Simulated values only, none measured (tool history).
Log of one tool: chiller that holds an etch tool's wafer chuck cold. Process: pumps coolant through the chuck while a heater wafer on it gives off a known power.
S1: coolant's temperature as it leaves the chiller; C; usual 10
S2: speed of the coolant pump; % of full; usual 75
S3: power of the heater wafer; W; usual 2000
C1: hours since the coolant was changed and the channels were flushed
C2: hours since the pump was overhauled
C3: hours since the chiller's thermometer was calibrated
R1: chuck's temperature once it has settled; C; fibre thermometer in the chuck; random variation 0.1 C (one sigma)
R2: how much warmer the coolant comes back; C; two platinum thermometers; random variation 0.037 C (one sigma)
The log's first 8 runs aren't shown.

{"run": 9, "day": 36.708, "S1": 10, "S2": 75, "S3": 2000, "C1": 2506, "C2": 2506, "C3": 3093, "R1": 27.6, "R2": 7.85}
{"run": 10, "day": 40.354, "S1": 10, "S2": 75, "S3": 2000, "C1": 2593, "C2": 2593, "C3": 3180, "R1": 27.7, "R2": 7.89}
{"day": 42.867, "done": "chiller's thermometer calibrated"}
{"run": 11, "day": 44.158, "S1": 10, "S2": 75, "S3": 2000, "C1": 2684, "C2": 2684, "C3": 31, "R1": 28.7, "R2": 7.97}
{"run": 12, "day": 48.721, "S1": 10, "S2": 64, "S3": 2000, "C1": 2793, "C2": 2793, "C3": 141, "R1": 31.1, "R2": 9.46}
{"run": 13, "day": 54.633, "S1": 15, "S2": 75, "S3": 2000, "C1": 2935, "C2": 2935, "C3": 282, "R1": 33.8, "R2": 8.03}
{"run": 14, "day": 59.192, "S1": 15, "S2": 75, "S3": 2000, "C1": 3045, "C2": 3045, "C3": 392, "R1": 34.1, "R2": 8.11}
{"run": 15, "day": 61.683, "S1": 10, "S2": 63, "S3": 2000, "C1": 3104, "C2": 3104, "C3": 452, "R1": 31.6, "R2": 9.68}
{"run": 16, "day": 64.342, "S1": 10, "S2": 75, "S3": 2000, "C1": 3168, "C2": 3168, "C3": 515, "R1": 29.1, "R2": 8.09}
{"run": 17, "day": 68.896, "S1": 10, "S2": 75, "S3": 2000, "C1": 3277, "C2": 3277, "C3": 625, "R1": 29.1, "R2": 8.15}
{"run": 18, "day": 72.412, "S1": 10, "S2": 72, "S3": 2000, "C1": 3362, "C2": 3362, "C3": 709, "R1": 29.7, "R2": 8.58}
{"run": 19, "day": 74.95, "S1": 10, "S2": 75, "S3": 2000, "C1": 3423, "C2": 3423, "C3": 770, "R1": 29.1, "R2": 8.21}
{"run": 20, "day": 80.625, "S1": 10, "S2": 75, "S3": 2000, "C1": 3559, "C2": 3559, "C3": 906, "R1": 29.4, "R2": 8.15}
{"run": 21, "day": 85.196, "S1": 8, "S2": 85, "S3": 2659, "C1": 3669, "C2": 3669, "C3": 1016, "R1": 31.6, "R2": 9.52}
{"day": 90.329, "done": "coolant pump overhauled"}
{"day": 90.875, "done": "coolant changed, channels flushed"}
{"run": 22, "day": 91.7, "S1": 2, "S2": 75, "S3": 2000, "C1": 20, "C2": 27, "C3": 1161, "R1": 18.1, "R2": 7.2}
{"run": 23, "day": 96.517, "S1": 12, "S2": 70, "S3": 2000, "C1": 135, "C2": 142, "C3": 1277, "R1": 29.1, "R2": 7.87}
{"run": 24, "day": 100.308, "S1": 17, "S2": 90, "S3": 2000, "C1": 226, "C2": 234, "C3": 1368, "R1": 31.1, "R2": 6.04}
{"run": 25, "day": 104.454, "S1": 13, "S2": 75, "S3": 2000, "C1": 326, "C2": 333, "C3": 1467, "R1": 29.3, "R2": 7.27}
{"run": 26, "day": 108.933, "S1": 4, "S2": 79, "S3": 1362, "C1": 433, "C2": 440, "C3": 1575, "R1": 14.5, "R2": 4.77}
{"run": 27, "day": 113.333, "S1": 10, "S2": 73, "S3": 2000, "C1": 539, "C2": 546, "C3": 1680, "R1": 26.8, "R2": 7.59}
{"run": 28, "day": 116.008, "S1": 11, "S2": 61, "S3": 2271, "C1": 603, "C2": 610, "C3": 1744, "R1": 32.9, "R2": 10.46}
{"run": 29, "day": 120.804, "S1": 18, "S2": 97, "S3": 1332, "C1": 718, "C2": 725, "C3": 1860, "R1": 26.9, "R2": 3.73}
{"run": 30, "day": 125.412, "S1": 10, "S2": 71, "S3": 2000, "C1": 829, "C2": 836, "C3": 1970, "R1": 27.3, "R2": 7.93}
{"run": 31, "day": 129.167, "S1": 10, "S2": 63, "S3": 2270, "C1": 919, "C2": 926, "C3": 2060, "R1": 31.8, "R2": 10.18}
{"run": 32, "day": 133.671, "S1": 10, "S2": 63, "S3": 2270, "C1": 1027, "C2": 1034, "C3": 2168, "R1": 31.7, "R2": 10.29}
{"run": 33, "day": 136.875, "S1": 13, "S2": 68, "S3": 2000, "C1": 1104, "C2": 1111, "C3": 2245, "R1": 31, "R2": 8.32}

3 ways to go on from here, each from the tool as it stands after run 33. What would each give?
{"run": "A", "day": 141.542, "S1": 2, "S2": 61, "S3": 2288, "C1": 1216, "C2": 1223, "C3": 2357, "R1": "?", "R2": "?"}
{"run": "B", "day": 141.542, "S1": 10, "S2": 75, "S3": 1834, "C1": 1216, "C2": 1223, "C3": 2357, "R1": "?", "R2": "?"}
{"run": "C", "day": 141.542, "S1": 2, "S2": 68, "S3": 2000, "C1": 1216, "C2": 1223, "C3": 2357, "R1": "?", "R2": "?"}

run=A R1=24.7 R2=10.8
run=B R1=25.3 R2=6.96
run=C R1=19.9 R2=8.38
Without the tool's hidden state the same runs would have given:
run=A R1=23.9 R2=10.26
run=B R1=24.9 R2=6.61
run=C R1=19.4 R2=7.96
